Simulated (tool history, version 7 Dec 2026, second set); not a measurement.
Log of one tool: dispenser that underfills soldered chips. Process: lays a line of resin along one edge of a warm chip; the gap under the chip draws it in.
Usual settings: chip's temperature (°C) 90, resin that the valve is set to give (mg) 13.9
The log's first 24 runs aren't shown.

run   hour  chip's temperature (°C)  resin that the valve is set to give (mg)  time until the resin shows at the far edge (s)  resin that the valve gave (mg)
     289.0  -- new syringe of resin
 25  297.4                       80                                      12.5                                           318.7                           12.43
     301.4  -- new syringe of resin
     314.5  -- new syringe of resin
 26  314.5                       94                                      15.8                                           128.9                           15.59
     327.9  -- new syringe of resin
 27  331.5                       88                                      12.0                                           194.6                           11.73
     336.2  -- dispensing valve cleaned and set on the balance
     341.7  -- new syringe of resin
 28  349.7                       94                                      12.9                                           176.7                           12.86
     354.5  -- new syringe of resin
 29  357.5                       82                                      12.5                                           239.2                           12.36
 30  364.3                      100                                      13.9                                           147.8                           13.75
     367.7  -- new syringe of resin
     380.7  -- new syringe of resin
 31  380.9                      100                                      13.9                                           107.3                           13.65
     393.3  -- new syringe of resin
     395.1  -- dispensing valve cleaned and set on the balance
 32  396.1                      100                                      13.9                                           112.6                           13.86
     406.6  -- new syringe of resin
 33  408.5                       90                                      13.9                                           169.0                           13.79
     418.7  -- new syringe of resin
 34  425.6                       89                                      13.6                                           208.4                           13.40

Forecast each of these 3 alternatives for the next run:
     431.8  -- new syringe of resin
  A  438.8                       96                                      15.6                                               ?                               ?
     431.8  -- new syringe of resin
  B  438.8                       89                                      15.7                                               ?                               ?
     431.8  -- new syringe of resin
  C  438.8                       90                                      12.9                                               ?                               ?

run  time until the resin shows at the far edge (s)  resin that the valve gave (mg)
  A                                           159.2                           15.28
  B                                           204.1                           15.37
  C                                           197.9                           12.67
Without the tool's hidden state the same runs would have given:
run  time until the resin shows at the far edge (s)  resin that the valve gave (mg)
  A                                           104.0                           15.57
  B                                           132.6                           15.67
  C                                           128.3                           12.91
